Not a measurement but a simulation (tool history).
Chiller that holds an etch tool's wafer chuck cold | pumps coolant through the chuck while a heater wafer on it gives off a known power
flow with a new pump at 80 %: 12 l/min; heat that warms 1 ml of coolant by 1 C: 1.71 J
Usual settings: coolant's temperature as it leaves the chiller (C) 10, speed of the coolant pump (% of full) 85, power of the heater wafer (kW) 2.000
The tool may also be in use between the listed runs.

| run | hour | coolant's temperature as it leaves the chiller (C) | speed of the coolant pump (% of full) | power of the heater wafer (kW) | chuck's temperature once it has settled (C) | how much warmer the coolant comes back (C) |
|---|---|---|---|---|---|---|
| 1 | 0.0 | 10 | 85 | 2.000 | 33.3 | 5.65 |
| 2 | 67.9 | 10 | 85 | 2.000 | 33.6 | 5.74 |
| 3 | 111.4 | 10 | 85 | 2.000 | 33.6 | 5.71 |
| 4 | 200.6 | 10 | 85 | 2.000 | 33.6 | 5.73 |
|  | 215.5 | coolant changed, channels flushed |
| 5 | 267.0 | 10 | 85 | 2.000 | 29.6 | 5.69 |
| 6 | 345.8 | 10 | 85 | 2.000 | 29.9 | 5.70 |
| 7 | 439.5 | 1 | 85 | 2.000 | 20.8 | 5.73 |
| 8 | 509.1 | 4 | 63 | 2.000 | 29.1 | 7.84 |
| 9 | 597.6 | 13 | 83 | 1.798 | 31.3 | 5.27 |

Forecast run 10:
| 10 | 655.1 | 15 | 96 | 1.179 | ? | ? |

chuck's temperature once it has settled (C): 25.9
how much warmer the coolant comes back (C): 2.95
Without the tool's hidden state the same run would have given chuck's temperature once it has settled (C) 25.2, how much warmer the coolant comes back (C) 2.82.

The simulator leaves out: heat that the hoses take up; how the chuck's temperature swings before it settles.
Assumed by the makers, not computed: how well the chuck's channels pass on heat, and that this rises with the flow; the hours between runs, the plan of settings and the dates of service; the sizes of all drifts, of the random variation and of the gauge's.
